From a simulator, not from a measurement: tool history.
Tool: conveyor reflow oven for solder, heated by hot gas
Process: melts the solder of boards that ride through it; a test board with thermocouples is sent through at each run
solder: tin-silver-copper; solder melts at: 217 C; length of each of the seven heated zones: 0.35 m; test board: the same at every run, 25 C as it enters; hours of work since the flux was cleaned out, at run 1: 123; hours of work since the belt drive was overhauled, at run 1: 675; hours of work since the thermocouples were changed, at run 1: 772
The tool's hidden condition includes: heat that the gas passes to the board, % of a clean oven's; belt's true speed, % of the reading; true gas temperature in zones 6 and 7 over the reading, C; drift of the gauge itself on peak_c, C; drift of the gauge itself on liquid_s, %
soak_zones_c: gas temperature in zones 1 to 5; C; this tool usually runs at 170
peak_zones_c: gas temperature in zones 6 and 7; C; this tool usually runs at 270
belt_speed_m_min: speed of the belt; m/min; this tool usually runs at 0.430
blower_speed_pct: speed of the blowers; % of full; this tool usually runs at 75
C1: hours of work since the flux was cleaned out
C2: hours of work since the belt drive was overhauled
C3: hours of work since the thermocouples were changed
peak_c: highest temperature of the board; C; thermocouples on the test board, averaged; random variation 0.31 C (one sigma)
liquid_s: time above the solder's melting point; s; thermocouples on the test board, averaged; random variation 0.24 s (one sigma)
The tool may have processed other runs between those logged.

Run 1, day 0.000: usual settings; C1 123; C2 675; C3 772. Result: peak_c 254.5 C, liquid_s 74.9 s.
Run 2, day 1.175: usual settings but blower_speed_pct 52 % of full; C1 137; C2 689; C3 785. Result: peak_c 248.4 C, liquid_s 66.8 s.
At day 2.404: thermocouples of zones 6 and 7 changed.
Run 3, day 2.675: usual settings but blower_speed_pct 52 % of full; C1 153; C2 705; C3 3. Result: peak_c 250.0 C, liquid_s 69.5 s.
Run 4, day 3.829: usual settings; C1 167; C2 718; C3 17. Result: peak_c 256.0 C, liquid_s 76.5 s.
Run 5, day 4.846: usual settings; C1 179; C2 730; C3 28. Result: peak_c 256.6 C, liquid_s 76.4 s.
Run 6, day 6.238: usual settings; C1 195; C2 746; C3 45. Result: peak_c 256.3 C, liquid_s 76.2 s.
Run 7, day 7.000: usual settings; C1 204; C2 755; C3 54. Result: peak_c 255.8 C, liquid_s 75.9 s.
Run 8, day 8.454: usual settings but belt_speed_m_min 0.443 m/min; C1 221; C2 772; C3 70. Result: peak_c 254.7 C, liquid_s 72.3 s.
Run 9, day 9.329: usual settings but belt_speed_m_min 0.443 m/min; C1 231; C2 782; C3 81. Result: peak_c 255.3 C, liquid_s 72.5 s.
At day 9.667: flux residue cleaned out of gas plates and filters.
Run 10, day 10.558: usual settings but belt_speed_m_min 0.345 m/min; C1 10; C2 794; C3 93. Result: peak_c 262.4 C, liquid_s 103.3 s.
Run 11, day 11.825: usual settings but belt_speed_m_min 0.345 m/min; C1 25; C2 809; C3 107. Result: peak_c 261.9 C, liquid_s 103.6 s.
Run 12, day 13.229: usual settings but belt_speed_m_min 0.345 m/min; C1 42; C2 826; C3 124. Result: peak_c 261.7 C, liquid_s 103.1 s.
Run 13, day 14.062: usual settings but peak_zones_c 264 C, belt_speed_m_min 0.345 m/min, blower_speed_pct 50 % of full; C1 51; C2 835; C3 133. Result: peak_c 251.8 C, liquid_s 91.4 s.
Run 14, day 15.442: usual settings but peak_zones_c 264 C, belt_speed_m_min 0.345 m/min, blower_speed_pct 50 % of full; C1 67; C2 851; C3 149. Result: peak_c 251.8 C, liquid_s 91.2 s.
Run 15, day 16.275: usual settings but peak_zones_c 263 C, belt_speed_m_min 0.392 m/min, blower_speed_pct 63 % of full; C1 77; C2 861; C3 159. Result: peak_c 250.5 C, liquid_s 78.9 s.
Run 16, day 17.071: usual settings but peak_zones_c 263 C, belt_speed_m_min 0.392 m/min, blower_speed_pct 63 % of full; C1 86; C2 870; C3 168. Result: peak_c 250.9 C, liquid_s 78.9 s.
Run 17, day 18.396: usual settings but peak_zones_c 263 C, belt_speed_m_min 0.392 m/min, blower_speed_pct 63 % of full; C1 102; C2 886; C3 184. Result: peak_c 250.4 C, liquid_s 78.8 s.
Run 18, day 19.546: usual settings but peak_zones_c 267 C, belt_speed_m_min 0.378 m/min; C1 115; C2 899; C3 197. Result: peak_c 256.8 C, liquid_s 89.1 s.
At day 20.246: belt drive overhauled, speed set with a stopwatch.
Run 19, day 20.733: usual settings but soak_zones_c 181 C, blower_speed_pct 71 % of full; C1 127; C2 6; C3 209. Result: peak_c 256.9 C, liquid_s 80.2 s.
Run 20, day 21.621: usual settings but soak_zones_c 181 C, blower_speed_pct 63 % of full; C1 137; C2 16; C3 219. Result: peak_c 254.7 C, liquid_s 78.5 s.
Run 21, day 22.567: usual settings but belt_speed_m_min 0.508 m/min; C1 148; C2 27; C3 230. Result: peak_c 250.5 C, liquid_s 57.6 s.
Run 22, day 23.867: usual settings but peak_zones_c 277 C, belt_speed_m_min 0.466 m/min, blower_speed_pct 73 % of full; C1 163; C2 42; C3 246. Result: peak_c 258.3 C, liquid_s 70.3 s.
Run 23, day 24.767: usual settings but soak_zones_c 173 C, peak_zones_c 258 C, belt_speed_m_min 0.391 m/min, blower_speed_pct 73 % of full; C1 174; C2 53; C3 256. Result: peak_c 246.6 C, liquid_s 77.3 s.
Run 24, day 25.746: usual settings but soak_zones_c 173 C, peak_zones_c 258 C, belt_speed_m_min 0.391 m/min, blower_speed_pct 73 % of full; C1 185; C2 64; C3 267. Result: peak_c 247.2 C, liquid_s 77.0 s.

Forecast each of these 3 alternatives for the next run:
Run A, day 26.950: usual settings but soak_zones_c 173 C, peak_zones_c 282 C, belt_speed_m_min 0.391 m/min, blower_speed_pct 56 % of full; C1 199; C2 78; C3 281. Result: peak_c ?, liquid_s ?.
Run B, day 26.950: usual settings but belt_speed_m_min 0.520 m/min; C1 199; C2 78; C3 281. Result: peak_c ?, liquid_s ?.
Run C, day 26.950: usual settings but soak_zones_c 176 C, peak_zones_c 279 C, belt_speed_m_min 0.366 m/min; C1 199; C2 78; C3 281. Result: peak_c ?, liquid_s ?.

run  peak_c  liquid_s
  A   264.9      90.8
  B   249.2      54.9
  C   268.3     101.6
Had the tool no hidden state, the same runs would have come out as:
run  peak_c  liquid_s
  A   266.2      92.0
  B   250.9      56.8
  C   269.5     102.6
